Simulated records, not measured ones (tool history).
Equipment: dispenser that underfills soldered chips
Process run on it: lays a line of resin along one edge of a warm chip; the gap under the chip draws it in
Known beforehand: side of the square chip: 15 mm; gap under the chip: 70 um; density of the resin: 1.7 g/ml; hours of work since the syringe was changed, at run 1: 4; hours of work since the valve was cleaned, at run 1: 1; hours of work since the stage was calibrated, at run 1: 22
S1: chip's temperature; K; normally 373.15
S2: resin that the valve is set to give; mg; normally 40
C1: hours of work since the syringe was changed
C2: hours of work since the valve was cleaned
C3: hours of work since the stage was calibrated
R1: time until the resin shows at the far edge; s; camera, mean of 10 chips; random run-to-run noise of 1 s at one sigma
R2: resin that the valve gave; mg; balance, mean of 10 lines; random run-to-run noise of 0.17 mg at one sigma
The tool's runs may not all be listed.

| run | hour | S1 | S2 | C1 | C2 | C3 | R1 | R2 |
|---|---|---|---|---|---|---|---|---|
| 1 | 0.0 | 373.15 | 40 | 4 | 1 | 22 | 128.8 | 39.98 |
| 2 | 7.0 | 373.15 | 40 | 9 | 7 | 28 | 186.9 | 39.72 |
|  | 9.8 | new syringe of resin |
| 3 | 13.6 | 373.15 | 40 | 3 | 12 | 33 | 120.3 | 39.45 |
| 4 | 21.7 | 373.15 | 40 | 9 | 18 | 39 | 188.0 | 39.35 |
|  | 24.1 | new syringe of resin |
| 5 | 28.7 | 373.15 | 40 | 4 | 23 | 45 | 128.3 | 39.35 |
| 6 | 32.7 | 368.15 | 40 | 7 | 26 | 48 | 181.0 | 39.14 |

Run 7 has not been measured yet. What should we expect?
|  | 38.5 | new syringe of resin |
| 7 | 39.0 | 373.15 | 40 | 0 | 31 | 53 | ? | ? |

{"run 7": {"R1": 100.1, "R2": 39.0}}
The same run, on a tool lacking any hidden state, would have yielded R1 99.8 s, R2 40.07 mg.
